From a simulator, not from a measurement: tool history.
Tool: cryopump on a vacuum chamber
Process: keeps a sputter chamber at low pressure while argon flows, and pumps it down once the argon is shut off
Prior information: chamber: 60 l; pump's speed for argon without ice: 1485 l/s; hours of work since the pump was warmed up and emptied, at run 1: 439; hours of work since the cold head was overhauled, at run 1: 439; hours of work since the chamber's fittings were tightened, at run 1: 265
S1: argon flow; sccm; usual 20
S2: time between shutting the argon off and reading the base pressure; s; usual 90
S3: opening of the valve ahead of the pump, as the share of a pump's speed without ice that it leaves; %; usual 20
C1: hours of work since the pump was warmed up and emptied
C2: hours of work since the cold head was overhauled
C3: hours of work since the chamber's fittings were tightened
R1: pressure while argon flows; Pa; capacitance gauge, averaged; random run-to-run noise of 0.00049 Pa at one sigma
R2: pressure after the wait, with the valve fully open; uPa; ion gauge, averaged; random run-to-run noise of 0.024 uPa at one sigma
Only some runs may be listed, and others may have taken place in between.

run 1 hour=0 | S1=20 S2=90 S3=20 | C1=439 C2=439 C3=265 | R1=0.1172 R2=1.02
run 2 hour=7.6 | S1=20 S2=90 S3=20 | C1=445 C2=445 C3=271 | R1=0.1167 R2=1.07
run 3 hour=23.3 | S1=20 S2=102 S3=20 | C1=457 C2=457 C3=283 | R1=0.1164 R2=0.93
run 4 hour=36.6 | S1=16 S2=90 S3=20 | C1=467 C2=467 C3=294 | R1=0.0926 R2=1.01
run 5 hour=44.4 | S1=16 S2=90 S3=20 | C1=473 C2=473 C3=300 | R1=0.0927 R2=1.02
run 6 hour=52 | S1=16 S2=90 S3=20 | C1=479 C2=479 C3=306 | R1=0.0936 R2=1.07
run 7 hour=66.2 | S1=16 S2=90 S3=20 | C1=491 C2=491 C3=317 | R1=0.094 R2=1.04
run 8 hour=79.4 | S1=16 S2=90 S3=20 | C1=501 C2=501 C3=328 | R1=0.0935 R2=0.99
run 9 hour=87.6 | S1=20 S2=90 S3=15 | C1=507 C2=507 C3=334 | R1=0.1547 R2=1.04
run 10 hour=102.4 | S1=10 S2=28 S3=55 | C1=519 C2=519 C3=346 | R1=0.022 R2=2.55

Expected results for the next run?
run 11 hour=113.9 | S1=28 S2=90 S3=20 | C1=528 C2=528 C3=355 | R1=? R2=?

Run 11 came out at R1 0.1648 Pa, R2 1.03 uPa.
The same run, on a tool lacking any hidden state, would have yielded R1 0.1596 Pa, R2 0.87 uPa.

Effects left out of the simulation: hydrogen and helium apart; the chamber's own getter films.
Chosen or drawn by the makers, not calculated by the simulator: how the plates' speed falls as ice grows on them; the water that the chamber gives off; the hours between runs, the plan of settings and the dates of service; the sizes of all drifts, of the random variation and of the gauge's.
